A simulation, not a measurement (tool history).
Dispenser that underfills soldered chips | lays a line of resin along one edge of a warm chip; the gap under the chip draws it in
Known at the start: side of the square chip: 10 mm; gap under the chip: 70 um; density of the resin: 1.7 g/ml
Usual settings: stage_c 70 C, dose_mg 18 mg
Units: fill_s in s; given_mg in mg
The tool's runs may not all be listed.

run	hour	stage_c	dose_mg	fill_s	given_mg
1	0	70	18	74.7	17.68
# hour 5.9: new syringe of resin
2	10.9	74	18	48	17.68
3	21	74	18	73.8	17.55
# hour 22.6: new syringe of resin
4	30.9	74	18	55	17.49
# hour 37.7: dispensing valve cleaned and set on the balance
# hour 40: new syringe of resin
5	42.4	70	18	51.3	18.07
6	47.7	70	18	64.7	17.97
# hour 57: new syringe of resin
7	57.9	78	18	32.6	17.95
8	62.8	70	18	58.4	17.95
9	70.8	70	18	84.1	17.99
# hour 73.5: new syringe of resin
10	75.8	70	18.5	50.3	18.4
11	84.2	70	18	74.3	18.01
# hour 90.6: new syringe of resin
12	90.8	70	18	48.1	17.89
13	99.8	70	18	68.4	17.65
14	104.8	70	18	86.1	17.66
# hour 107.5: new syringe of resin
15	109.6	70	18	50.6	17.83
16	114.7	70	18	63.1	17.64
# hour 124.2: new syringe of resin
17	125.6	70	18	47.7	17.73
18	131.5	70	18	61.1	17.67
19	138.3	80	18	49.6	17.54
# hour 140.9: new syringe of resin
20	147.6	85	16.8	29.5	16.35
# hour 152.1: dispensing valve cleaned and set on the balance
21	155.3	85	16.8	38.6	16.79
# hour 158.9: new syringe of resin
22	162.5	69	17	55.9	16.94
23	167.9	57	16.6	139.5	16.59
24	172.5	57	16.6	170.9	16.48
# hour 175.8: new syringe of resin
25	180.3	57	16.6	113.6	16.58
26	190.2	59	21.9	151.7	21.69
# hour 193.1: new syringe of resin
27	198.6	59	21.9	100.9	21.63
28	208.3	66	19.2	106.4	19.04
# hour 210.1: new syringe of resin
29	215.5	66	19.2	70.3	19.04
30	224.6	66	20.1	102.1	19.81
# hour 227.2: new syringe of resin
31	234	66	20.1	72.1	19.76
# hour 243.8: new syringe of resin
32	244	66	20.1	56.4	19.73
33	249.7	66	20.1	71.9	19.68
34	255.5	72	18	66.5	17.6
# hour 260.4: new syringe of resin
35	262.6	77	18	34.4	17.6
# hour 267.2: dispensing valve cleaned and set on the balance
36	269.3	77	18	42.8	18.03
# hour 277.9: new syringe of resin
37	278.4	77	18	31.9	17.92

Forecast each of these 3 alternatives for the next run:
A	283	67	19	?	?
B	283	67	18	?	?
C	283	70	20	?	?

run	fill_s	given_mg
A	64.7	18.9
B	65.1	17.83
C	54.6	19.93
Without the tool's hidden state the same runs would have given:
run	fill_s	given_mg
A	57.3	18.98
B	57.6	17.9
C	48.3	20

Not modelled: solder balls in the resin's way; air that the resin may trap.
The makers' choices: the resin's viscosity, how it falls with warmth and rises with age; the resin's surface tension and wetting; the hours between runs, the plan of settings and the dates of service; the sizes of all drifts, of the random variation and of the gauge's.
